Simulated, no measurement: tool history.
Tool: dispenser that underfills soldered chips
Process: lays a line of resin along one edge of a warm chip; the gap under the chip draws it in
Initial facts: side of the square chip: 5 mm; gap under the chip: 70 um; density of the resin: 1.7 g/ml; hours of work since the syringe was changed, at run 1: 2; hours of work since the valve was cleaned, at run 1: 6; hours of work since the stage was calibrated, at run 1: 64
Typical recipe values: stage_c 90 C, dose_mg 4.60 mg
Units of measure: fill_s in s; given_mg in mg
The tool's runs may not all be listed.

run,hour,stage_c,dose_mg,hours of work since the syringe was changed,hours of work since the valve was cleaned,hours of work since the stage was calibrated,fill_s,given_mg
1,0.0,90,4.60,2,6,64,17.1,4.59
2,2.8,90,4.60,4,8,66,19.0,4.59
3,6.9,90,4.60,6,11,68,21.9,4.58
4,9.8,90,4.23,8,13,70,23.1,4.19
# hour 11.4: new syringe of resin
5,14.3,90,4.23,2,16,73,17.6,4.21
6,18.0,90,4.23,4,18,76,20.5,4.19
7,21.8,90,4.23,7,21,78,21.9,4.19
# hour 25.4: new syringe of resin
8,26.4,90,5.62,1,24,81,16.4,5.54
9,32.3,77,4.60,5,28,85,31.1,4.52
10,35.9,90,5.85,7,30,87,22.4,5.75
11,38.8,89,5.85,9,32,89,25.1,5.74
# hour 39.4: new syringe of resin
12,42.7,81,4.60,2,34,92,23.9,4.50
13,46.7,90,4.60,5,37,94,19.5,4.51
14,50.8,90,4.07,8,40,97,22.7,3.97
# hour 53.7: new syringe of resin
15,54.8,90,4.07,1,42,100,17.2,3.97
16,59.3,90,4.07,4,45,103,18.8,3.94
17,61.8,90,4.07,5,47,104,20.3,3.93
18,64.8,92,5.50,7,49,106,19.5,5.35
# hour 67.8: new syringe of resin
19,67.8,105,5.50,0,51,108,9.7,5.31
20,72.7,93,4.30,3,54,111,17.1,4.13
21,78.1,79,5.90,7,57,115,29.7,5.67
# hour 81.7: new syringe of resin
22,82.7,102,4.92,1,60,118,11.1,4.72
23,87.6,82,5.94,4,64,121,24.2,5.68
24,90.6,82,5.94,6,66,123,26.5,5.69
25,94.7,82,3.99,9,68,126,31.1,3.80
# hour 95.9: new syringe of resin
26,100.1,82,3.99,3,72,129,24.7,3.78
27,103.9,78,4.08,5,74,132,31.0,3.85
# hour 107.1: dispensing valve cleaned and set on the balance
28,109.2,92,5.88,8,1,135,21.1,5.87
# hour 110.8: new syringe of resin
29,112.5,80,4.07,1,3,137,23.3,4.06

Consider 5 possible next runs. They are alternatives, not a sequence: every one starts from the tool as it was left by run 29. What does each give?
A,116.4,80,5.00,4,6,139,?,?
B,116.4,78,4.35,4,6,139,?,?
C,116.4,80,4.11,4,6,139,?,?
D,116.4,80,5.29,4,6,139,?,?
E,116.4,92,4.60,4,6,139,?,?

run,fill_s,given_mg
A,25.3,4.96
B,28.0,4.33
C,26.8,4.10
D,26.0,5.26
E,17.6,4.58
What these runs would have given with no unlogged condition in the tool:
run,fill_s,given_mg
A,22.1,5.00
B,24.7,4.36
C,23.6,4.13
D,22.9,5.30
E,15.5,4.61
